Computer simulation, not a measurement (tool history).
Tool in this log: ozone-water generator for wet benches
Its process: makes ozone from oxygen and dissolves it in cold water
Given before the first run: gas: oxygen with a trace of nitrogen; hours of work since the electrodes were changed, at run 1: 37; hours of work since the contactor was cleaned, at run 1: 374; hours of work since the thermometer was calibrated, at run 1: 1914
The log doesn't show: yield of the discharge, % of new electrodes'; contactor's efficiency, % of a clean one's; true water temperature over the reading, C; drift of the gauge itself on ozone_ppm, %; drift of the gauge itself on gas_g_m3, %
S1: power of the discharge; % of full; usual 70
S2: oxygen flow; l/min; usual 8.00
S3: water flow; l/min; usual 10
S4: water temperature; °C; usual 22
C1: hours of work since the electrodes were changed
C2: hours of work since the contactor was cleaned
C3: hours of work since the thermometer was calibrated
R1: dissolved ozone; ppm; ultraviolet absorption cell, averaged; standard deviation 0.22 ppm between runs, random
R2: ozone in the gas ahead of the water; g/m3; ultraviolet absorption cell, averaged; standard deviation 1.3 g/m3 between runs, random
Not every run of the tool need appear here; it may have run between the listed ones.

run	day	S1	S2	S3	S4	C1	C2	C3	R1	R2
1	0.000	70	8.00	10	22	37	374	1914	32.2	234.9
2	1.800	70	8.00	10	22	72	409	1949	31.8	234.1
3	3.292	44	8.00	10	22	101	438	1977	21.4	155.2
4	5.138	44	8.00	10	22	136	473	2013	21.3	156.4
5	6.900	66	8.00	10	22	170	507	2047	30.7	221.0
6	8.450	66	8.00	10	22	200	537	2077	30.2	223.2
7	9.675	66	8.00	10	28	224	561	2100	26.1	219.3
8	10.792	70	4.51	15	19	245	582	2122	29.8	324.8
9	11.754	92	4.20	8	22	264	601	2140	53.2	426.4
10	12.854	70	8.40	11	21	285	622	2161	30.6	226.5
11	14.504	70	8.40	11	21	317	654	2193	30.6	223.7
12	15.283	70	8.40	11	21	332	669	2208	30.7	225.0

For some of the steps in R1 from one run to the next: how much would appear even if the tool had no hidden state, given the settings, what came in and random variation, and how much remains for the hidden state plus any gauge scatter that the measured result and the result without hidden state don't share?
Run 8 -> 9: S1 70 -> 92, S2 4.51 -> 4.20, S3 15 -> 8, S4 19 -> 22. R1 +23.4 ppm: hidden state -0.9, all else +24.3.

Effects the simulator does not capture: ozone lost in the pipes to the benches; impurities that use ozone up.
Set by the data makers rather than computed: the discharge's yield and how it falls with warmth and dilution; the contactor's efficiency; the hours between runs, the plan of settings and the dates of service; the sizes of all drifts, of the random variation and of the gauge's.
